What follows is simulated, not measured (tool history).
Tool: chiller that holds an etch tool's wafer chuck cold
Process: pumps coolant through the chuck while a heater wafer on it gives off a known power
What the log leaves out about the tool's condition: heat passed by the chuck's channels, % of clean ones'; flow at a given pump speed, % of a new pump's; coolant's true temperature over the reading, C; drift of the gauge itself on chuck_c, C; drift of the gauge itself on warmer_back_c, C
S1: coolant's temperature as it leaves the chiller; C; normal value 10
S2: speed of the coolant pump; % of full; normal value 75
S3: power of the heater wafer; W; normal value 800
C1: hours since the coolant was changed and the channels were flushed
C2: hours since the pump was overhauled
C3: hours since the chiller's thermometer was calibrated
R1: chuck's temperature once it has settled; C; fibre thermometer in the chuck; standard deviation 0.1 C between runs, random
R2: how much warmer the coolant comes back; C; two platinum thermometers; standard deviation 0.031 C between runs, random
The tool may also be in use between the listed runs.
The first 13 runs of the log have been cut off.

| run | hour | S1 | S2 | S3 | C1 | C2 | C3 | R1 | R2 |
|---|---|---|---|---|---|---|---|---|---|
| 14 | 1420.7 | 12 | 75 | 607 | 3430 | 3218 | 3265 | 17.2 | 2.16 |
| 15 | 1505.2 | 12 | 75 | 607 | 3515 | 3302 | 3349 | 17.3 | 2.19 |
|  | 1572.5 | chiller's thermometer calibrated |
| 16 | 1584.6 | 10 | 63 | 800 | 3593 | 3381 | 12 | 17.4 | 3.37 |
| 17 | 1690.7 | 10 | 63 | 800 | 3699 | 3487 | 118 | 17.3 | 3.42 |
| 18 | 1828.5 | 8 | 81 | 800 | 3837 | 3625 | 256 | 14.4 | 2.72 |
| 19 | 1965.5 | 8 | 81 | 800 | 3974 | 3762 | 393 | 14.3 | 2.73 |
| 20 | 2112.3 | 12 | 65 | 455 | 4121 | 3909 | 540 | 16.2 | 1.86 |
| 21 | 2245.6 | 20 | 75 | 455 | 4254 | 4042 | 673 | 23.8 | 1.66 |
| 22 | 2341.2 | 8 | 68 | 404 | 4350 | 4137 | 769 | 11.7 | 1.67 |
| 23 | 2431.2 | 8 | 75 | 494 | 4440 | 4228 | 859 | 12.3 | 1.79 |
| 24 | 2569.8 | 15 | 81 | 494 | 4578 | 4366 | 997 | 19.1 | 1.65 |
| 25 | 2695.1 | 2 | 98 | 850 | 4704 | 4491 | 1123 | 8.3 | 2.43 |
| 26 | 2801.3 | 10 | 87 | 800 | 4810 | 4598 | 1229 | 16.4 | 2.56 |

What does the tool deliver on the next run?
| 27 | 2919 | 10 | 87 | 800 | 4927 | 4715 | 1347 | ? | ? |

R1: 16.6 C
R2: 2.53 C
With no hidden state in the tool, this same run would have given R1 15.9 C, R2 2.36 C.
